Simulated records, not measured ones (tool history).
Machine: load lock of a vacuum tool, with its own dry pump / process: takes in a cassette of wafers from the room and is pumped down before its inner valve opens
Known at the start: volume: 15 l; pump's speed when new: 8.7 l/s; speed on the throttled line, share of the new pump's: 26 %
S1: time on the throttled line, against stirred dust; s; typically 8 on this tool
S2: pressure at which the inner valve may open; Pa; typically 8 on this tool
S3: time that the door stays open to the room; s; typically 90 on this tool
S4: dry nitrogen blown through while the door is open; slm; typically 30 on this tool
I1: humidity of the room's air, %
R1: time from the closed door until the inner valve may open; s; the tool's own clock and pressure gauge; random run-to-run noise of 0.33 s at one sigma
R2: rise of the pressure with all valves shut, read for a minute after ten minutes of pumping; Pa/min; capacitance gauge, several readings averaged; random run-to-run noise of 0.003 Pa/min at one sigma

run 1 day=0 | S1=8 S2=8 S3=90 S4=30 | I1=45.3 | R1=23.7 R2=0.08
run 2 day=12.017 | S1=8 S2=8 S3=90 S4=30 | I1=45.8 | R1=23.6 R2=0.081
run 3 day=32.333 | S1=8 S2=8 S3=90 S4=30 | I1=44.6 | R1=23.8 R2=0.088
run 4 day=52.317 | S1=8 S2=8 S3=90 S4=30 | I1=44.3 | R1=23.6 R2=0.093
run 5 day=61.158 | S1=8 S2=8 S3=90 S4=30 | I1=44 | R1=23.7 R2=0.094
run 6 day=70.125 | S1=8 S2=8 S3=90 S4=30 | I1=45.1 | R1=23.6 R2=0.097
run 7 day=86.242 | S1=6 S2=8 S3=90 S4=30 | I1=48.3 | R1=21.9 R2=0.099
run 8 day=104.988 | S1=6 S2=8 S3=90 S4=30 | I1=44.8 | R1=22.3 R2=0.104
run 9 day=118.354 | S1=8 S2=8 S3=90 S4=30 | I1=44 | R1=24.2 R2=0.11
run 10 day=126.7 | S1=8 S2=8 S3=90 S4=30 | I1=44.7 | R1=23.9 R2=0.114
run 11 day=146.317 | S1=8 S2=8 S3=125 S4=30 | I1=45.4 | R1=24.1 R2=0.121
run 12 day=160.85 | S1=8 S2=8 S3=125 S4=30 | I1=47.1 | R1=24.5 R2=0.126
run 13 day=172.204 | S1=8 S2=8 S3=125 S4=30 | I1=40.5 | R1=23.7 R2=0.121
run 14 day=186.046 | S1=8 S2=8 S3=125 S4=30 | I1=46.2 | R1=24.6 R2=0.139
run 15 day=202.275 | S1=8 S2=8 S3=90 S4=30 | I1=43.6 | R1=24.7 R2=0.138
run 16 day=218.008 | S1=8 S2=8 S3=90 S4=30 | I1=45.6 | R1=24.9 R2=0.144
run 17 day=236.038 | S1=8 S2=8 S3=90 S4=30 | I1=45 | R1=24.5 R2=0.144
run 18 day=248.433 | S1=8 S2=8 S3=90 S4=30 | I1=47.3 | R1=24.3 R2=0.155
run 19 day=258.446 | S1=8 S2=8 S3=90 S4=30 | I1=45 | R1=24.4 R2=0.157
run 20 day=274.625 | S1=8 S2=8 S3=154 S4=12 | I1=46.1 | R1=24.7 R2=0.208
run 21 day=293.55 | S1=11 S2=8 S3=154 S4=29 | I1=44.6 | R1=26.8 R2=0.179
run 22 day=307.238 | S1=15 S2=16 S3=124 S4=29 | I1=41.9 | R1=28.5 R2=0.177
run 23 day=315.8 | S1=10 S2=10 S3=115 S4=19 | I1=48.2 | R1=26.1 R2=0.191
run 24 day=324.183 | S1=10 S2=10 S3=115 S4=19 | I1=44.5 | R1=25.5 R2=0.194
run 25 day=333.054 | S1=10 S2=10 S3=115 S4=19 | I1=42.6 | R1=25.2 R2=0.201
run 26 day=351.517 | S1=10 S2=10 S3=115 S4=19 | I1=44.6 | R1=26.5 R2=0.209
run 27 day=362.675 | S1=10 S2=10 S3=115 S4=19 | I1=47.6 | R1=26.1 R2=0.208
run 28 day=376.979 | S1=10 S2=10 S3=115 S4=19 | I1=46.2 | R1=25.8 R2=0.208
run 29 day=396.492 | S1=8 S2=11 S3=35 S4=30 | I1=43.5 | R1=24.3 R2=0.197
run 30 day=415.317 | S1=6 S2=7 S3=90 S4=5 | I1=45.5 | R1=23.5 R2=0.259
run 31 day=427.012 | S1=6 S2=12 S3=232 S4=28 | I1=41.3 | R1=22.7 R2=0.248
run 32 day=441.225 | S1=8 S2=8 S3=90 S4=17 | I1=47.1 | R1=25.1 R2=0.237
run 33 day=450.596 | S1=11 S2=9 S3=90 S4=17 | I1=44 | R1=28.2 R2=0.246
run 34 day=459.312 | S1=11 S2=9 S3=90 S4=17 | I1=43.5 | R1=27.1 R2=0.243
run 35 day=476.712 | S1=15 S2=6 S3=233 S4=35 | I1=43.5 | R1=31.5 R2=0.254
run 36 day=493.204 | S1=8 S2=8 S3=115 S4=17 | I1=46.1 | R1=25.1 R2=0.273
run 37 day=507.408 | S1=8 S2=8 S3=187 S4=33 | I1=44.8 | R1=25.2 R2=0.26

Measured less the same run without the tool's hidden state. The same run-to-run variation is in both; the gauge's scatter may not be:
The hidden state here: pump's speed, % of a new pump's; leak at the door's seal, Pa l/s; drift of the gauge itself on ready_s, %; drift of the gauge itself on rise_pa_min, %.
run=1 R1=+1 R2=+0.046
run=2 R1=+1.1 R2=+0.05
run=3 R1=+1.2 R2=+0.055
run=4 R1=+1.2 R2=+0.059
run=5 R1=+1.2 R2=+0.062
run=6 R1=+1.3 R2=+0.063
run=7 R1=+1.4 R2=+0.068
run=8 R1=+1.5 R2=+0.074
run=9 R1=+1.5 R2=+0.077
run=10 R1=+1.5 R2=+0.08
run=11 R1=+1.6 R2=+0.085
run=12 R1=+1.7 R2=+0.09
run=13 R1=+1.8 R2=+0.094
run=14 R1=+1.8 R2=+0.101
run=15 R1=+1.8 R2=+0.104
run=16 R1=+1.9 R2=+0.108
run=17 R1=+2 R2=+0.114
run=18 R1=+2 R2=+0.122
run=19 R1=+2.1 R2=+0.126
run=20 R1=+2.2 R2=+0.13
run=21 R1=+2.1 R2=+0.138
run=22 R1=+1.8 R2=+0.141
run=23 R1=+2.2 R2=+0.146
run=24 R1=+2.2 R2=+0.149
run=25 R1=+2.3 R2=+0.154
run=26 R1=+2.3 R2=+0.16
run=27 R1=+2.4 R2=+0.164
run=28 R1=+2.5 R2=+0.165
run=29 R1=+2.6 R2=+0.178
run=30 R1=+3 R2=+0.186
run=31 R1=+2.8 R2=+0.193
run=32 R1=+2.9 R2=+0.194
run=33 R1=+2.8 R2=+0.199
run=34 R1=+2.8 R2=+0.201
run=35 R1=+2.9 R2=+0.208
run=36 R1=+3.2 R2=+0.219
run=37 R1=+3.3 R2=+0.221

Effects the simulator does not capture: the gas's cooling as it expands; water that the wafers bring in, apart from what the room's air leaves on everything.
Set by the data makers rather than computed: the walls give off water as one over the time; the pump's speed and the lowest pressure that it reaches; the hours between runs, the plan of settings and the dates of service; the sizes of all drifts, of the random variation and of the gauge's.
